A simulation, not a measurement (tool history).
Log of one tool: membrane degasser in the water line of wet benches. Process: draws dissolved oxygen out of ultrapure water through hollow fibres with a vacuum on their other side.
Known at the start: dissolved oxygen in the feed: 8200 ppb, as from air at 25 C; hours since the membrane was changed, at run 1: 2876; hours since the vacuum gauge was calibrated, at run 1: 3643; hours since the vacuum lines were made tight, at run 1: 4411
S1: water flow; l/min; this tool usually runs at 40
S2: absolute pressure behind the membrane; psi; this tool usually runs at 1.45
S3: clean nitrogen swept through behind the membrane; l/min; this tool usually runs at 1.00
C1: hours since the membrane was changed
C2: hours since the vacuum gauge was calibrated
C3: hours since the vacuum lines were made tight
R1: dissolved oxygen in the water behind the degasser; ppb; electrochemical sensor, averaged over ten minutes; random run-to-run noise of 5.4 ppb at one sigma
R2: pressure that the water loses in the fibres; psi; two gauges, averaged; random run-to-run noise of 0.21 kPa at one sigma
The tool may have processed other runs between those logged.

run 1 hour=0.0 | S1=40 S2=1.45 S3=1.00 | C1=2876 C2=3643 C3=4411 | R1=634.7 R2=7.233
run 2 hour=88.7 | S1=40 S2=1.45 S3=1.00 | C1=2965 C2=3732 C3=4499 | R1=645.2 R2=7.271
run 3 hour=148.1 | S1=53 S2=1.45 S3=1.00 | C1=3024 C2=3791 C3=4559 | R1=790.9 R2=9.626
run 4 hour=248.5 | S1=53 S2=1.45 S3=1.00 | C1=3124 C2=3892 C3=4659 | R1=797.5 R2=9.648
run 5 hour=357.7 | S1=45 S2=1.45 S3=1.00 | C1=3234 C2=4001 C3=4768 | R1=697.3 R2=8.219
run 6 hour=420.9 | S1=45 S2=1.45 S3=1.00 | C1=3297 C2=4064 C3=4831 | R1=684.3 R2=8.161
run 7 hour=501.6 | S1=45 S2=1.45 S3=1.00 | C1=3378 C2=4145 C3=4912 | R1=701.1 R2=8.186
run 8 hour=568.6 | S1=45 S2=1.45 S3=1.00 | C1=3445 C2=4212 C3=4979 | R1=700.6 R2=8.166
run 9 hour=616.1 | S1=40 S2=1.45 S3=1.00 | C1=3492 C2=4259 C3=5027 | R1=633.1 R2=7.250
run 10 hour=666.6 | S1=40 S2=1.45 S3=1.31 | C1=3543 C2=4310 C3=5077 | R1=534.2 R2=7.245
run 11 hour=747.4 | S1=40 S2=1.45 S3=1.31 | C1=3623 C2=4391 C3=5158 | R1=544.5 R2=7.308
run 12 hour=849.5 | S1=40 S2=1.45 S3=1.31 | C1=3725 C2=4493 C3=5260 | R1=533.5 R2=7.266
run 13 hour=957.9 | S1=40 S2=1.45 S3=1.31 | C1=3834 C2=4601 C3=5368 | R1=538.6 R2=7.255
run 14 hour=1045.8 | S1=40 S2=1.45 S3=1.31 | C1=3922 C2=4689 C3=5456 | R1=547.1 R2=7.275
run 15 hour=1158.6 | S1=40 S2=1.32 S3=1.31 | C1=4035 C2=4802 C3=5569 | R1=488.4 R2=7.310
run 16 hour=1273.0 | S1=37 S2=1.89 S3=1.52 | C1=4149 C2=4916 C3=5683 | R1=594.3 R2=6.752
run 17 hour=1339.8 | S1=31 S2=2.93 S3=0.55 | C1=4216 C2=4983 C3=5750 | R1=1636.9 R2=5.662
run 18 hour=1409.0 | S1=47 S2=2.93 S3=0.55 | C1=4285 C2=5052 C3=5819 | R1=2052.5 R2=8.627
run 19 hour=1462.3 | S1=39 S2=1.54 S3=1.00 | C1=4338 C2=5106 C3=5873 | R1=656.8 R2=7.120
run 20 hour=1551.7 | S1=50 S2=1.49 S3=1.00 | C1=4428 C2=5195 C3=5962 | R1=795.2 R2=9.121
-- hour=1636.4 vacuum gauge calibrated
run 21 hour=1663.3 | S1=40 S2=1.33 S3=0.60 | C1=4539 C2=27 C3=6073 | R1=769.5 R2=7.308
run 22 hour=1719.6 | S1=39 S2=1.67 S3=0.85 | C1=4595 C2=83 C3=6130 | R1=770.1 R2=7.137
run 23 hour=1800.8 | S1=40 S2=1.93 S3=1.00 | C1=4676 C2=164 C3=6211 | R1=857.2 R2=7.274
run 24 hour=1858.7 | S1=40 S2=2.89 S3=1.26 | C1=4734 C2=222 C3=6269 | R1=1082.9 R2=7.324
run 25 hour=1936.9 | S1=63 S2=2.89 S3=1.71 | C1=4812 C2=300 C3=6347 | R1=1273.3 R2=11.626
run 26 hour=2014.6 | S1=63 S2=2.89 S3=1.71 | C1=4890 C2=378 C3=6425 | R1=1286.5 R2=11.541
run 27 hour=2064.8 | S1=40 S2=2.57 S3=1.40 | C1=4940 C2=428 C3=6475 | R1=901.4 R2=7.358
run 28 hour=2177.5 | S1=55 S2=2.57 S3=1.13 | C1=5053 C2=541 C3=6588 | R1=1331.8 R2=10.057

What if the next run were any one of these 4? Each begins from the tool's condition after run 28:
run A hour=2248.9 | S1=40 S2=1.04 S3=0.67 | C1=5124 C2=612 C3=6659 | R1=? R2=?
run B hour=2248.9 | S1=54 S2=3.19 S3=1.10 | C1=5124 C2=612 C3=6659 | R1=? R2=?
run C hour=2248.9 | S1=52 S2=2.57 S3=0.73 | C1=5124 C2=612 C3=6659 | R1=? R2=?
run D hour=2248.9 | S1=62 S2=2.36 S3=1.58 | C1=5124 C2=612 C3=6659 | R1=? R2=?

run=A R1=533.5 R2=7.332
run=B R1=1650.0 R2=9.868
run=C R1=1661.2 R2=9.530
run=D R1=1125.3 R2=11.441
Without the tool's hidden state the same runs would have given:
run=A R1=519.2 R2=7.130
run=B R1=1635.1 R2=9.600
run=C R1=1649.3 R2=9.271
run=D R1=1106.3 R2=11.130
